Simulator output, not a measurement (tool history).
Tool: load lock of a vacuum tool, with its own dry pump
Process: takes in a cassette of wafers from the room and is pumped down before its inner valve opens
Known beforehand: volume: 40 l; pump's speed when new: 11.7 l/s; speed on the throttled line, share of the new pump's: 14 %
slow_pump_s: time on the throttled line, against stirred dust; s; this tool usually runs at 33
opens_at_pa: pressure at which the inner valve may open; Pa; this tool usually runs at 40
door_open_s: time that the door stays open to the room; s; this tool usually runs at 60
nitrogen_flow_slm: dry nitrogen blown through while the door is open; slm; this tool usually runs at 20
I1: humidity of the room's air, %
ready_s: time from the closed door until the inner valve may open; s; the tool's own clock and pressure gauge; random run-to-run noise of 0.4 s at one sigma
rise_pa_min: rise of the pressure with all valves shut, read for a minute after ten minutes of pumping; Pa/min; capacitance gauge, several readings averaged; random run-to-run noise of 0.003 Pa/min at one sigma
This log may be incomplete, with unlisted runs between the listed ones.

Run 1, hour 0.0: usual settings; I1 45.9. Result: ready_s 55.0 s, rise_pa_min 0.037 Pa/min.
Run 2, hour 303.1: usual settings but door_open_s 48 s; I1 40.4. Result: ready_s 55.5 s, rise_pa_min 0.028 Pa/min.
Run 3, hour 819.7: usual settings; I1 45.7. Result: ready_s 54.9 s, rise_pa_min 0.034 Pa/min.
Run 4, hour 1221.1: usual settings; I1 44.0. Result: ready_s 55.5 s, rise_pa_min 0.039 Pa/min.
Run 5, hour 1770.5: usual settings; I1 45.2. Result: ready_s 55.7 s, rise_pa_min 0.031 Pa/min.
Run 6, hour 2272.1: usual settings but nitrogen_flow_slm 37 slm; I1 41.7. Result: ready_s 54.9 s, rise_pa_min 0.018 Pa/min.
Run 7, hour 2626.8: usual settings; I1 43.7. Result: ready_s 55.1 s, rise_pa_min 0.035 Pa/min.
Run 8, hour 3263.1: usual settings but opens_at_pa 61 Pa; I1 47.5. Result: ready_s 53.8 s, rise_pa_min 0.039 Pa/min.
Run 9, hour 3633.8: usual settings; I1 43.2. Result: ready_s 55.1 s, rise_pa_min 0.036 Pa/min.
Run 10, hour 4205.9: usual settings; I1 44.9. Result: ready_s 55.5 s, rise_pa_min 0.038 Pa/min.
Run 11, hour 4534.6: usual settings; I1 43.1. Result: ready_s 55.5 s, rise_pa_min 0.036 Pa/min.
Run 12, hour 5196.1: usual settings but opens_at_pa 30 Pa; I1 46.5. Result: ready_s 56.6 s, rise_pa_min 0.037 Pa/min.
Run 13, hour 5716.9: usual settings but slow_pump_s 65 s; I1 42.9. Result: ready_s 83.8 s, rise_pa_min 0.039 Pa/min.
At hour 5837.3: dry pump taken out, an overhauled one fitted.
Run 14, hour 6107.8: usual settings but slow_pump_s 65 s; I1 48.4. Result: ready_s 83.3 s, rise_pa_min 0.045 Pa/min.
Run 15, hour 6518.2: usual settings but slow_pump_s 65 s; I1 45.7. Result: ready_s 82.4 s, rise_pa_min 0.039 Pa/min.
Run 16, hour 7085.7: usual settings but slow_pump_s 43 s; I1 42.5. Result: ready_s 64.4 s, rise_pa_min 0.037 Pa/min.
Run 17, hour 7728.9: usual settings but slow_pump_s 43 s; I1 48.5. Result: ready_s 63.7 s, rise_pa_min 0.038 Pa/min.
Run 18, hour 8086.1: usual settings but slow_pump_s 43 s; I1 42.1. Result: ready_s 64.5 s, rise_pa_min 0.034 Pa/min.
Run 19, hour 8519.1: usual settings but slow_pump_s 43 s; I1 43.4. Result: ready_s 64.5 s, rise_pa_min 0.037 Pa/min.

The next listed run, before its measurement:
Run 20, hour 9008.8: usual settings but slow_pump_s 43 s; I1 44.5. Result: ready_s ?, rise_pa_min ?.

{"run 20": {"ready_s": 64.1, "rise_pa_min": 0.033}}
Take away the tool's hidden state, keep the run-to-run variation as it was, and the same run would have given ready_s 64.1 s, rise_pa_min 0.033 Pa/min.
